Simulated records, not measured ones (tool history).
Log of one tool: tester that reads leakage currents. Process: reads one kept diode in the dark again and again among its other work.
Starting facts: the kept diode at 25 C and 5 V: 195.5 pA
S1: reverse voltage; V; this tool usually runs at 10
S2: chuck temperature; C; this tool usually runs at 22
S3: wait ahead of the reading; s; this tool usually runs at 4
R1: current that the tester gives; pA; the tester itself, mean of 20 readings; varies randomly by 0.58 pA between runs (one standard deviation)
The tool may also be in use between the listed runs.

run	day	S1	S2	S3	R1
1	0	10	22	4	194.05
2	1.846	10	22	0.58	196.27
3	3.033	10	22	1.75	194.27
4	5.508	10	22	1.75	193.92
5	6.942	10	22	1.75	194.95
6	8.754	10	40	4	733.66
7	10.883	10	40	4	737.1
# day 11.15: tester calibrated
8	12.446	10	40	4	733.43
# day 12.892: probe card cleaned and baked
9	14.429	10	40	4	715.14
10	15.5	10	40	4	713.16
11	17.546	10	22	1.32	177.85
12	20.092	6.7	43	0.91	782.44
13	22.054	2.2	43	2.39	540.74
# day 23.325: tester calibrated, once more
14	23.525	3.5	26	0.68	171.51
15	24.867	3.5	26	0.68	170.94
16	26.192	10	43	4	877.68
17	28.625	1.3	59	4	1341.97
18	30.554	1.3	59	4	1342.25
19	33.196	1.3	59	4	1338.64
20	35.217	7.2	54	0.9	1679.25

Forecast each of these 5 alternatives for the next run:
A	36.842	9.8	37	4	?
B	36.842	1.4	21	3.7	?
C	36.842	7.7	54	0.42	?
D	36.842	7.2	33	0.9	?
E	36.842	10	22	0.51	?

run	R1
A	554.54
B	82.81
C	1722.99
D	375.26
E	178.29
Had the tool no hidden state, the same runs would have come out as:
run	R1
A	613.84
B	92.88
C	1898.4
D	416.09
E	195.19
